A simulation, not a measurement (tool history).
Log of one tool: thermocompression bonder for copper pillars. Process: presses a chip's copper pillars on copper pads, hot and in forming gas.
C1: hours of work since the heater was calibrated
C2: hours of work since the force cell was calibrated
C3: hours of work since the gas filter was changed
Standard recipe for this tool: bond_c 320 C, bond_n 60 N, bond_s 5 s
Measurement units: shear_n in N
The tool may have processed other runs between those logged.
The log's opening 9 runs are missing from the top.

run 10 hour=231.8 | bond_c=320 bond_n=41 bond_s=5 | C1=967 C2=1333 C3=65 | shear_n=51.2
run 11 hour=266.7 | bond_c=320 bond_n=41 bond_s=5 | C1=993 C2=1359 C3=91 | shear_n=51.4
-- hour=281.8 heater calibrated with a thermocouple chip
run 12 hour=301.4 | bond_c=320 bond_n=41 bond_s=5 | C1=15 C2=1383 C3=115 | shear_n=51.4
run 13 hour=319.2 | bond_c=320 bond_n=41 bond_s=5 | C1=28 C2=1397 C3=129 | shear_n=51.2
run 14 hour=337.9 | bond_c=320 bond_n=60 bond_s=5 | C1=42 C2=1411 C3=143 | shear_n=60.6
run 15 hour=369.2 | bond_c=320 bond_n=89 bond_s=5 | C1=66 C2=1434 C3=166 | shear_n=70.6
run 16 hour=405.7 | bond_c=320 bond_n=89 bond_s=4 | C1=93 C2=1462 C3=194 | shear_n=65.8
run 17 hour=435.6 | bond_c=320 bond_n=89 bond_s=4 | C1=115 C2=1484 C3=216 | shear_n=65.4
run 18 hour=463 | bond_c=320 bond_n=89 bond_s=4 | C1=136 C2=1505 C3=237 | shear_n=65.8
run 19 hour=493.1 | bond_c=313 bond_n=60 bond_s=7 | C1=159 C2=1527 C3=259 | shear_n=64
run 20 hour=514.8 | bond_c=313 bond_n=60 bond_s=7 | C1=175 C2=1544 C3=276 | shear_n=63.9
run 21 hour=539.8 | bond_c=330 bond_n=51 bond_s=12 | C1=194 C2=1562 C3=294 | shear_n=79.2
run 22 hour=568.4 | bond_c=319 bond_n=47 bond_s=4 | C1=215 C2=1584 C3=316 | shear_n=49.7
run 23 hour=592 | bond_c=338 bond_n=87 bond_s=3 | C1=233 C2=1602 C3=334 | shear_n=67.7
run 24 hour=611.8 | bond_c=338 bond_n=87 bond_s=3 | C1=248 C2=1616 C3=348 | shear_n=67.4
-- hour=625.6 force cell calibrated
run 25 hour=641 | bond_c=338 bond_n=87 bond_s=3 | C1=268 C2=12 C3=369 | shear_n=67.3
run 26 hour=657.9 | bond_c=338 bond_n=87 bond_s=6 | C1=281 C2=24 C3=382 | shear_n=82.2
run 27 hour=684 | bond_c=338 bond_n=87 bond_s=6 | C1=301 C2=44 C3=402 | shear_n=82.2
run 28 hour=722.8 | bond_c=328 bond_n=87 bond_s=6 | C1=330 C2=73 C3=431 | shear_n=77.6
run 29 hour=761.6 | bond_c=328 bond_n=87 bond_s=6 | C1=359 C2=102 C3=460 | shear_n=77.5
-- hour=783.8 forming gas filter changed
run 30 hour=792.1 | bond_c=344 bond_n=87 bond_s=9 | C1=381 C2=125 C3=6 | shear_n=93.2

What if the next run were any one of these 5? Each begins from the tool's condition after run 30:
run A hour=808.9 | bond_c=327 bond_n=42 bond_s=4 | C1=394 C2=137 C3=19 | shear_n=?
run B hour=808.9 | bond_c=314 bond_n=42 bond_s=13 | C1=394 C2=137 C3=19 | shear_n=?
run C hour=808.9 | bond_c=290 bond_n=60 bond_s=10 | C1=394 C2=137 C3=19 | shear_n=?
run D hour=808.9 | bond_c=298 bond_n=54 bond_s=5 | C1=394 C2=137 C3=19 | shear_n=?
run E hour=808.9 | bond_c=323 bond_n=39 bond_s=10 | C1=394 C2=137 C3=19 | shear_n=?

run=A shear_n=50.5
run=B shear_n=68.4
run=C shear_n=60.1
run=D shear_n=48
run=E shear_n=65.4
Without the tool's unlogged condition, the same runs would have read:
run=A shear_n=50.5
run=B shear_n=68.4
run=C shear_n=60.1
run=D shear_n=48
run=E shear_n=65.4
